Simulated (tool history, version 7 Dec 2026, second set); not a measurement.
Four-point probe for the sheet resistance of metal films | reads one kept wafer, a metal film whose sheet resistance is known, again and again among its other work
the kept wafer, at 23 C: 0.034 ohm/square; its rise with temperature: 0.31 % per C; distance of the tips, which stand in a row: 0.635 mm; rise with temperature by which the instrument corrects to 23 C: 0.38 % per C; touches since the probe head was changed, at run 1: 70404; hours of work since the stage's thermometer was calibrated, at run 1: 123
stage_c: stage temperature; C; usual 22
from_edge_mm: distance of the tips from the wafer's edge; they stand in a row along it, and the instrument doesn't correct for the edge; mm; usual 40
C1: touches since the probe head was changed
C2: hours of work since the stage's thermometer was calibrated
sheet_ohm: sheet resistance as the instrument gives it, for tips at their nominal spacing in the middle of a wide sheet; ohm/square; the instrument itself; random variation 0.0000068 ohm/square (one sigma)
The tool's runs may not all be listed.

{"run": 1, "hour": 0.0, "stage_c": 22, "from_edge_mm": 40, "C1": 70404, "C2": 123, "sheet_ohm": 0.034017}
{"run": 2, "hour": 7.1, "stage_c": 22, "from_edge_mm": 40, "C1": 70707, "C2": 127, "sheet_ohm": 0.034024}
{"run": 3, "hour": 21.4, "stage_c": 34, "from_edge_mm": 40, "C1": 71311, "C2": 136, "sheet_ohm": 0.033746}
{"run": 4, "hour": 34.7, "stage_c": 34, "from_edge_mm": 40, "C1": 71876, "C2": 144, "sheet_ohm": 0.033747}
{"run": 5, "hour": 44.2, "stage_c": 34, "from_edge_mm": 40, "C1": 72280, "C2": 150, "sheet_ohm": 0.033742}
{"run": 6, "hour": 51.4, "stage_c": 22, "from_edge_mm": 16, "C1": 72583, "C2": 155, "sheet_ohm": 0.034038}
{"run": 7, "hour": 60.9, "stage_c": 22, "from_edge_mm": 16, "C1": 72988, "C2": 161, "sheet_ohm": 0.034039}
{"run": 8, "hour": 68.0, "stage_c": 22, "from_edge_mm": 20, "C1": 73291, "C2": 165, "sheet_ohm": 0.034035}
{"run": 9, "hour": 78.7, "stage_c": 22, "from_edge_mm": 28, "C1": 73743, "C2": 172, "sheet_ohm": 0.034029}
{"run": 10, "hour": 89.7, "stage_c": 22, "from_edge_mm": 28, "C1": 74210, "C2": 179, "sheet_ohm": 0.034027}
{"run": 11, "hour": 96.2, "stage_c": 22, "from_edge_mm": 5, "C1": 74488, "C2": 183, "sheet_ohm": 0.034308}
{"run": 12, "hour": 111.7, "stage_c": 22, "from_edge_mm": 5, "C1": 75144, "C2": 192, "sheet_ohm": 0.034317}
{"run": 13, "hour": 123.9, "stage_c": 22, "from_edge_mm": 5, "C1": 75661, "C2": 200, "sheet_ohm": 0.034314}
{"hour": 126.1, "done": "new probe head fitted"}
{"run": 14, "hour": 135.7, "stage_c": 23, "from_edge_mm": 5, "C1": 406, "C2": 207, "sheet_ohm": 0.034294}
{"run": 15, "hour": 149.0, "stage_c": 22, "from_edge_mm": 61, "C1": 971, "C2": 215, "sheet_ohm": 0.034031}
{"run": 16, "hour": 163.6, "stage_c": 24, "from_edge_mm": 40, "C1": 1588, "C2": 224, "sheet_ohm": 0.033978}
{"run": 17, "hour": 174.5, "stage_c": 34, "from_edge_mm": 40, "C1": 2053, "C2": 231, "sheet_ohm": 0.033756}
{"run": 18, "hour": 181.6, "stage_c": 22, "from_edge_mm": 30, "C1": 2354, "C2": 235, "sheet_ohm": 0.034025}
{"run": 19, "hour": 196.1, "stage_c": 34, "from_edge_mm": 40, "C1": 2968, "C2": 244, "sheet_ohm": 0.03375}
{"run": 20, "hour": 211.3, "stage_c": 21, "from_edge_mm": 40, "C1": 3615, "C2": 254, "sheet_ohm": 0.034053}
{"run": 21, "hour": 226.4, "stage_c": 21, "from_edge_mm": 40, "C1": 4256, "C2": 263, "sheet_ohm": 0.034051}
{"run": 22, "hour": 238.0, "stage_c": 22, "from_edge_mm": 18, "C1": 4747, "C2": 270, "sheet_ohm": 0.034048}
{"run": 23, "hour": 248.1, "stage_c": 22, "from_edge_mm": 18, "C1": 5174, "C2": 277, "sheet_ohm": 0.034052}
{"run": 24, "hour": 259.9, "stage_c": 23, "from_edge_mm": 18, "C1": 5676, "C2": 284, "sheet_ohm": 0.034019}
{"run": 25, "hour": 269.8, "stage_c": 23, "from_edge_mm": 8, "C1": 6097, "C2": 290, "sheet_ohm": 0.034123}
{"run": 26, "hour": 285.0, "stage_c": 28, "from_edge_mm": 61, "C1": 6742, "C2": 300, "sheet_ohm": 0.03389}
{"run": 27, "hour": 298.2, "stage_c": 32, "from_edge_mm": 52, "C1": 7303, "C2": 308, "sheet_ohm": 0.03381}
{"run": 28, "hour": 311.5, "stage_c": 32, "from_edge_mm": 52, "C1": 7868, "C2": 316, "sheet_ohm": 0.033801}
{"run": 29, "hour": 319.0, "stage_c": 32, "from_edge_mm": 52, "C1": 8186, "C2": 321, "sheet_ohm": 0.033802}
{"run": 30, "hour": 327.7, "stage_c": 32, "from_edge_mm": 52, "C1": 8555, "C2": 326, "sheet_ohm": 0.033791}
{"run": 31, "hour": 341.4, "stage_c": 24, "from_edge_mm": 5, "C1": 9133, "C2": 335, "sheet_ohm": 0.034264}
{"run": 32, "hour": 351.6, "stage_c": 23, "from_edge_mm": 16, "C1": 9569, "C2": 341, "sheet_ohm": 0.034037}
{"run": 33, "hour": 360.9, "stage_c": 23, "from_edge_mm": 16, "C1": 9963, "C2": 347, "sheet_ohm": 0.034031}
{"run": 34, "hour": 369.4, "stage_c": 22, "from_edge_mm": 10, "C1": 10324, "C2": 352, "sheet_ohm": 0.034101}
{"run": 35, "hour": 380.5, "stage_c": 35, "from_edge_mm": 34, "C1": 10795, "C2": 359, "sheet_ohm": 0.033726}
{"run": 36, "hour": 395.1, "stage_c": 27, "from_edge_mm": 24, "C1": 11413, "C2": 368, "sheet_ohm": 0.033916}
{"run": 37, "hour": 401.8, "stage_c": 30, "from_edge_mm": 4, "C1": 11698, "C2": 372, "sheet_ohm": 0.034293}
{"run": 38, "hour": 411.9, "stage_c": 29, "from_edge_mm": 8, "C1": 12129, "C2": 379, "sheet_ohm": 0.03398}

Forecast run 39:
{"run": 39, "hour": 427.4, "stage_c": 23, "from_edge_mm": 18, "C1": 12783, "C2": 388, "sheet_ohm": "?"}

sheet_ohm: 0.034026 ohm/square
Without the tool's hidden state the same run would have given sheet_ohm 0.034026 ohm/square.
